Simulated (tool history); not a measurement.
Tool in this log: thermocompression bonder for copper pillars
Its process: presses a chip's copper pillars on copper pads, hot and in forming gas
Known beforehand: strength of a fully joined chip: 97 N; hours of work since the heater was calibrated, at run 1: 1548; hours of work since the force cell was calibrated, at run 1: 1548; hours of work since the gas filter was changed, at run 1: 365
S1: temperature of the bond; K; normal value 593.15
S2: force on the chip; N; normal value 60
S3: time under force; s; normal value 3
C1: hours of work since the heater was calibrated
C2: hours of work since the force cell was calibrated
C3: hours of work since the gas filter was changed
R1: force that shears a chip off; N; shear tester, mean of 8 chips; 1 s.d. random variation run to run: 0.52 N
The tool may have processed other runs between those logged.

| run | day | S1 | S2 | S3 | C1 | C2 | C3 | R1 |
|---|---|---|---|---|---|---|---|---|
| 1 | 0.000 | 593.15 | 60 | 3 | 1548 | 1548 | 365 | 55.4 |
| 2 | 2.033 | 593.15 | 60 | 3 | 1570 | 1570 | 387 | 54.9 |
|  | 2.596 | forming gas filter changed |
| 3 | 3.717 | 593.15 | 60 | 3 | 1588 | 1588 | 12 | 59.0 |
| 4 | 5.183 | 593.15 | 60 | 3 | 1604 | 1604 | 28 | 58.4 |
| 5 | 7.750 | 593.15 | 60 | 3 | 1631 | 1631 | 55 | 58.6 |
| 6 | 10.533 | 593.15 | 60 | 3 | 1661 | 1661 | 85 | 59.5 |
|  | 12.079 | force cell calibrated |
| 7 | 12.125 | 593.15 | 60 | 3 | 1678 | 0 | 102 | 57.7 |
| 8 | 15.375 | 593.15 | 60 | 3 | 1712 | 35 | 137 | 58.0 |
|  | 16.633 | heater calibrated with a thermocouple chip |
| 9 | 17.929 | 593.15 | 60 | 3 | 14 | 62 | 163 | 58.8 |
| 10 | 19.892 | 593.15 | 60 | 3 | 35 | 83 | 184 | 57.5 |
| 11 | 22.296 | 593.15 | 60 | 3 | 61 | 109 | 210 | 57.5 |
| 12 | 25.642 | 593.15 | 60 | 3 | 97 | 145 | 246 | 57.9 |
| 13 | 27.625 | 593.15 | 60 | 3 | 118 | 166 | 267 | 58.1 |
| 14 | 29.492 | 593.15 | 60 | 5 | 138 | 186 | 287 | 65.8 |
|  | 30.125 | heater calibrated with a thermocouple chip, once more |
| 15 | 31.708 | 593.15 | 60 | 5 | 17 | 209 | 310 | 59.2 |
| 16 | 33.362 | 593.15 | 60 | 5 | 35 | 227 | 328 | 58.0 |
| 17 | 36.642 | 593.15 | 60 | 5 | 70 | 262 | 363 | 58.5 |
| 18 | 38.850 | 593.15 | 60 | 3 | 94 | 286 | 387 | 48.4 |
|  | 39.538 | forming gas filter changed |
| 19 | 42.017 | 593.15 | 60 | 3 | 127 | 319 | 27 | 52.1 |
| 20 | 44.638 | 593.15 | 60 | 3 | 156 | 348 | 55 | 51.8 |
| 21 | 46.908 | 593.15 | 60 | 3 | 180 | 372 | 79 | 52.0 |
| 22 | 49.475 | 593.15 | 60 | 3 | 208 | 399 | 107 | 52.4 |
| 23 | 51.017 | 594.15 | 55 | 5 | 224 | 416 | 123 | 58.4 |
| 24 | 53.379 | 601.15 | 60 | 5 | 249 | 441 | 149 | 65.2 |
| 25 | 56.021 | 596.15 | 73 | 6 | 278 | 470 | 177 | 70.9 |
| 26 | 57.538 | 596.15 | 73 | 6 | 294 | 486 | 193 | 71.3 |
| 27 | 60.679 | 622.15 | 45 | 3 | 328 | 520 | 227 | 58.6 |
| 28 | 64.004 | 583.15 | 41 | 3 | 364 | 555 | 263 | 35.0 |
| 29 | 66.721 | 575.15 | 41 | 3 | 393 | 585 | 292 | 32.0 |
| 30 | 68.838 | 592.15 | 60 | 4 | 415 | 607 | 315 | 54.9 |
| 31 | 72.146 | 587.15 | 59 | 7 | 451 | 643 | 350 | 61.7 |
| 32 | 75.429 | 587.15 | 47 | 2 | 486 | 678 | 385 | 35.7 |
|  | 76.088 | forming gas filter changed |
| 33 | 77.000 | 581.15 | 60 | 6 | 503 | 695 | 10 | 59.7 |
| 34 | 80.450 | 620.15 | 66 | 2 | 540 | 732 | 47 | 64.8 |
| 35 | 82.042 | 600.15 | 60 | 3 | 557 | 749 | 64 | 57.5 |
| 36 | 85.388 | 580.15 | 40 | 3 | 593 | 785 | 100 | 35.3 |
| 37 | 88.483 | 580.15 | 65 | 3 | 626 | 818 | 133 | 48.5 |
| 38 | 90.958 | 580.15 | 65 | 3 | 653 | 845 | 160 | 49.6 |
| 39 | 93.908 | 612.15 | 55 | 6 | 684 | 876 | 191 | 71.7 |

Some steps in R1 between neighbouring runs. How much of each would the tool show without its hidden state too (settings, what came in, random variation), and how much is left for the hidden state, with any gauge scatter that isn't in both results?
Unlogged tool condition in this case: true temperature of the bond over the reading, C; force that reaches the chip, % of what is set; oxide that the forming gas leaves, % of the face; drift of the gauge itself on shear_n, %.
Run 2 -> 3: forming gas filter changed. R1 +4.1 N: hidden state +3.6, all else +0.5.
Run 14 -> 15: heater calibrated with a thermocouple chip, once more. R1 -6.6 N: hidden state -7.6, all else +1.0.
Run 18 -> 19: forming gas filter changed. R1 +3.7 N: hidden state +2.9, all else +0.8.
Run 27 -> 28: S1 622.15 -> 583.15, S2 45 -> 41. R1 -23.6 N: hidden state +0.5, all else -24.1.
Run 31 -> 32: S2 59 -> 47, S3 7 -> 2. R1 -26.0 N: hidden state +1.1, all else -27.1.
Run 32 -> 33: S1 587.15 -> 581.15, S2 47 -> 60, S3 2 -> 6, forming gas filter changed. R1 +24.0 N: hidden state +2.7, all else +21.3.
